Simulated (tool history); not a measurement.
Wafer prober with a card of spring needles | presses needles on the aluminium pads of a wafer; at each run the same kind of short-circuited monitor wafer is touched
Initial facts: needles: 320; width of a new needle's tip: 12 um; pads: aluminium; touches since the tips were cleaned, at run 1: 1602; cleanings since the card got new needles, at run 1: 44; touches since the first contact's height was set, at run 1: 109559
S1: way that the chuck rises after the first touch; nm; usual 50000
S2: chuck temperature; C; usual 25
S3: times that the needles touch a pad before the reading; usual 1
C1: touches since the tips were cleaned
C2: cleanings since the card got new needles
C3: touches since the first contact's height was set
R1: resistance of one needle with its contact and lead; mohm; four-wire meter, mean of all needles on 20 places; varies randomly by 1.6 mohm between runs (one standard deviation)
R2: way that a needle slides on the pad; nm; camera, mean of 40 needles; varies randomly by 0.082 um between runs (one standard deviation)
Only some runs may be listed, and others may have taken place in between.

{"run": 1, "hour": 0.0, "S1": 50000, "S2": 25, "S3": 1, "C1": 1602, "C2": 44, "C3": 109559, "R1": 157, "R2": 9580}
{"hour": 1.1, "done": "tips cleaned on abrasive film"}
{"hour": 6.0, "done": "tips cleaned on abrasive film"}
{"hour": 11.0, "done": "tips cleaned on abrasive film"}
{"hour": 15.0, "done": "tips cleaned on abrasive film"}
{"hour": 19.9, "done": "tips cleaned on abrasive film"}
{"hour": 24.9, "done": "tips cleaned on abrasive film"}
{"run": 2, "hour": 25.1, "S1": 50000, "S2": 25, "S3": 1, "C1": 105, "C2": 50, "C3": 122540, "R1": 159, "R2": 9750}
{"hour": 29.1, "done": "tips cleaned on abrasive film"}
{"hour": 33.1, "done": "tips cleaned on abrasive film"}
{"hour": 38.0, "done": "tips cleaned on abrasive film"}
{"run": 3, "hour": 39.9, "S1": 50000, "S2": 25, "S3": 1, "C1": 981, "C2": 53, "C3": 130222, "R1": 157, "R2": 9830}
{"hour": 42.9, "done": "tips cleaned on abrasive film"}
{"hour": 47.8, "done": "tips cleaned on abrasive film"}
{"hour": 52.0, "done": "height of the first contact set anew"}
{"hour": 53.1, "done": "tips cleaned on abrasive film"}
{"run": 4, "hour": 53.6, "S1": 50000, "S2": 25, "S3": 1, "C1": 258, "C2": 56, "C3": 774, "R1": 159, "R2": 9840}
{"hour": 57.6, "done": "tips cleaned on abrasive film"}
{"hour": 61.6, "done": "tips cleaned on abrasive film"}
{"hour": 66.5, "done": "tips cleaned on abrasive film"}
{"hour": 71.5, "done": "tips cleaned on abrasive film"}
{"hour": 75.5, "done": "tips cleaned on abrasive film"}
{"run": 5, "hour": 78.4, "S1": 50000, "S2": 25, "S3": 1, "C1": 1547, "C2": 61, "C3": 13659, "R1": 156, "R2": 9880}
{"hour": 79.6, "done": "tips cleaned on abrasive film"}
{"hour": 84.5, "done": "tips cleaned on abrasive film"}
{"hour": 88.5, "done": "tips cleaned on abrasive film"}
{"hour": 93.5, "done": "tips cleaned on abrasive film"}
{"hour": 98.4, "done": "tips cleaned on abrasive film"}
{"run": 6, "hour": 100.1, "S1": 50000, "S2": 25, "S3": 1, "C1": 899, "C2": 66, "C3": 24906, "R1": 160, "R2": 9890}
{"hour": 103.1, "done": "tips cleaned on abrasive film"}
{"hour": 108.1, "done": "tips cleaned on abrasive film"}
{"hour": 113.0, "done": "tips cleaned on abrasive film"}
{"hour": 118.0, "done": "tips cleaned on abrasive film"}
{"hour": 123.0, "done": "tips cleaned on abrasive film"}
{"hour": 127.0, "done": "tips cleaned on abrasive film"}
{"run": 7, "hour": 127.3, "S1": 50000, "S2": 30, "S3": 1, "C1": 205, "C2": 72, "C3": 39025, "R1": 159, "R2": 9840}
{"hour": 131.3, "done": "tips cleaned on abrasive film"}
{"hour": 135.3, "done": "tips cleaned on abrasive film"}
{"hour": 140.3, "done": "tips cleaned on abrasive film"}
{"run": 8, "hour": 142.5, "S1": 50000, "S2": 30, "S3": 1, "C1": 1189, "C2": 75, "C3": 46913, "R1": 158, "R2": 9600}
{"hour": 144.6, "done": "tips cleaned on abrasive film"}
{"hour": 149.5, "done": "tips cleaned on abrasive film"}
{"hour": 153.5, "done": "tips cleaned on abrasive film"}
{"run": 9, "hour": 156.1, "S1": 35000, "S2": 25, "S3": 1, "C1": 1392, "C2": 78, "C3": 53975, "R1": 165, "R2": 6970}
{"hour": 158.2, "done": "tips cleaned on abrasive film"}
{"hour": 163.1, "done": "tips cleaned on abrasive film"}
{"hour": 168.1, "done": "tips cleaned on abrasive film"}
{"hour": 172.4, "done": "tips cleaned on abrasive film"}
{"run": 10, "hour": 172.4, "S1": 35000, "S2": 25, "S3": 1, "C1": 0, "C2": 82, "C3": 62391, "R1": 168, "R2": 6840}
{"hour": 177.4, "done": "tips cleaned on abrasive film"}
{"hour": 182.3, "done": "tips cleaned on abrasive film"}
{"hour": 187.3, "done": "tips cleaned on abrasive film"}
{"hour": 192.3, "done": "tips cleaned on abrasive film"}
{"run": 11, "hour": 195.3, "S1": 50000, "S2": 25, "S3": 1, "C1": 1607, "C2": 86, "C3": 74304, "R1": 160, "R2": 9710}
{"hour": 196.4, "done": "tips cleaned on abrasive film"}
{"hour": 201.3, "done": "tips cleaned on abrasive film"}
{"hour": 206.3, "done": "tips cleaned on abrasive film"}
{"run": 12, "hour": 208.2, "S1": 50000, "S2": 25, "S3": 1, "C1": 1006, "C2": 89, "C3": 80978, "R1": 161, "R2": 9820}
{"hour": 211.2, "done": "tips cleaned on abrasive film"}
{"hour": 215.2, "done": "tips cleaned on abrasive film"}
{"hour": 220.1, "done": "tips cleaned on abrasive film"}
{"hour": 225.1, "done": "tips cleaned on abrasive film"}
{"hour": 230.1, "done": "tips cleaned on abrasive film"}
{"hour": 235.0, "done": "tips cleaned on abrasive film"}
{"run": 13, "hour": 236.5, "S1": 50000, "S2": 25, "S3": 1, "C1": 767, "C2": 95, "C3": 95658, "R1": 158, "R2": 9870}
{"hour": 239.5, "done": "tips cleaned on abrasive film"}
{"hour": 244.4, "done": "tips cleaned on abrasive film"}
{"hour": 249.4, "done": "tips cleaned on abrasive film"}
{"hour": 254.2, "done": "tips cleaned on abrasive film"}
{"run": 14, "hour": 254.2, "S1": 50000, "S2": 25, "S3": 1, "C1": 0, "C2": 99, "C3": 104842, "R1": 156, "R2": 9920}
{"hour": 259.1, "done": "tips cleaned on abrasive film"}
{"hour": 263.1, "done": "tips cleaned on abrasive film"}
{"hour": 267.1, "done": "tips cleaned on abrasive film"}
{"hour": 272.1, "done": "tips cleaned on abrasive film"}
{"hour": 277.0, "done": "tips cleaned on abrasive film"}
{"hour": 281.3, "done": "tips cleaned on abrasive film"}
{"run": 15, "hour": 281.3, "S1": 50000, "S2": 25, "S3": 1, "C1": 0, "C2": 105, "C3": 118886, "R1": 158, "R2": 9670}
{"hour": 285.3, "done": "tips cleaned on abrasive film"}
{"hour": 290.2, "done": "tips cleaned on abrasive film"}
{"hour": 295.2, "done": "tips cleaned on abrasive film"}
{"run": 16, "hour": 298.0, "S1": 50000, "S2": 25, "S3": 1, "C1": 1489, "C2": 108, "C3": 127590, "R1": 156, "R2": 9820}
{"hour": 300.0, "done": "tips cleaned on abrasive film"}
{"hour": 305.0, "done": "tips cleaned on abrasive film"}
{"hour": 310.0, "done": "tips cleaned on abrasive film"}
{"hour": 314.9, "done": "tips cleaned on abrasive film"}
{"hour": 315.2, "done": "height of the first contact set anew"}
{"hour": 320.2, "done": "tips cleaned on abrasive film"}
{"hour": 324.3, "done": "tips cleaned on abrasive film"}
{"run": 17, "hour": 324.3, "S1": 54000, "S2": 39, "S3": 2, "C1": 0, "C2": 114, "C3": 4711, "R1": 160, "R2": 10540}
{"hour": 329.3, "done": "tips cleaned on abrasive film"}
{"hour": 334.2, "done": "tips cleaned on abrasive film"}
{"hour": 339.2, "done": "tips cleaned on abrasive film"}
{"run": 18, "hour": 341.5, "S1": 54000, "S2": 39, "S3": 2, "C1": 1250, "C2": 117, "C3": 13689, "R1": 157, "R2": 10610}
{"hour": 343.6, "done": "tips cleaned on abrasive film"}
{"hour": 348.5, "done": "tips cleaned on abrasive film"}
{"hour": 353.5, "done": "tips cleaned on abrasive film"}
{"hour": 358.5, "done": "tips cleaned on abrasive film"}
{"hour": 363.4, "done": "tips cleaned on abrasive film"}
{"hour": 368.4, "done": "tips cleaned on abrasive film"}
{"run": 19, "hour": 369.6, "S1": 54000, "S2": 100, "S3": 2, "C1": 649, "C2": 123, "C3": 28254, "R1": 168, "R2": 10510}
{"hour": 372.6, "done": "tips cleaned on abrasive film"}
{"hour": 377.6, "done": "tips cleaned on abrasive film"}
{"hour": 382.5, "done": "tips cleaned on abrasive film"}
{"run": 20, "hour": 385.3, "S1": 32000, "S2": 61, "S3": 1, "C1": 1472, "C2": 126, "C3": 36425, "R1": 176, "R2": 6290}
{"hour": 387.4, "done": "tips cleaned on abrasive film"}
{"hour": 392.3, "done": "tips cleaned on abrasive film"}
{"hour": 396.3, "done": "tips cleaned on abrasive film"}
{"run": 21, "hour": 399.8, "S1": 32000, "S2": 78, "S3": 2, "C1": 1852, "C2": 129, "C3": 43946, "R1": 177, "R2": 6310}
{"hour": 400.9, "done": "tips cleaned on abrasive film"}
{"hour": 404.9, "done": "tips cleaned on abrasive film"}
{"hour": 409.8, "done": "tips cleaned on abrasive film"}
{"hour": 413.8, "done": "tips cleaned on abrasive film"}
{"hour": 418.8, "done": "tips cleaned on abrasive film"}
{"run": 22, "hour": 420.2, "S1": 69000, "S2": 28, "S3": 3, "C1": 764, "C2": 134, "C3": 54501, "R1": 151, "R2": 13680}
{"hour": 423.2, "done": "tips cleaned on abrasive film"}
{"hour": 427.2, "done": "tips cleaned on abrasive film"}
{"hour": 432.2, "done": "tips cleaned on abrasive film"}
{"run": 23, "hour": 435.9, "S1": 70000, "S2": 112, "S3": 1, "C1": 1982, "C2": 137, "C3": 62667, "R1": 166, "R2": 13820}
{"hour": 437.0, "done": "tips cleaned on abrasive film"}
{"hour": 441.0, "done": "tips cleaned on abrasive film"}
{"hour": 445.9, "done": "tips cleaned on abrasive film"}
{"hour": 450.9, "done": "tips cleaned on abrasive film"}
{"run": 24, "hour": 451.7, "S1": 70000, "S2": 112, "S3": 1, "C1": 446, "C2": 141, "C3": 70843, "R1": 168, "R2": 13780}
{"hour": 455.7, "done": "tips cleaned on abrasive film"}
{"hour": 460.7, "done": "tips cleaned on abrasive film"}
{"hour": 465.6, "done": "tips cleaned on abrasive film"}
{"hour": 470.6, "done": "tips cleaned on abrasive film"}
{"hour": 474.7, "done": "tips cleaned on abrasive film"}
{"run": 25, "hour": 474.7, "S1": 70000, "S2": 112, "S3": 1, "C1": 0, "C2": 146, "C3": 82755, "R1": 170, "R2": 13700}

Run 26, settings as shown, results not yet in. Your forecast:
{"hour": 479.7, "done": "tips cleaned on abrasive film"}
{"hour": 484.6, "done": "tips cleaned on abrasive film"}
{"hour": 489.6, "done": "tips cleaned on abrasive film"}
{"run": 26, "hour": 491.7, "S1": 70000, "S2": 52, "S3": 1, "C1": 1144, "C2": 149, "C3": 91628, "R1": "?", "R2": "?"}

Logged for run 26: R1 158 mohm, R2 13750 nm.
Minus the tool's unlogged condition, the same run would have read R1 158 mohm, R2 13760 nm.
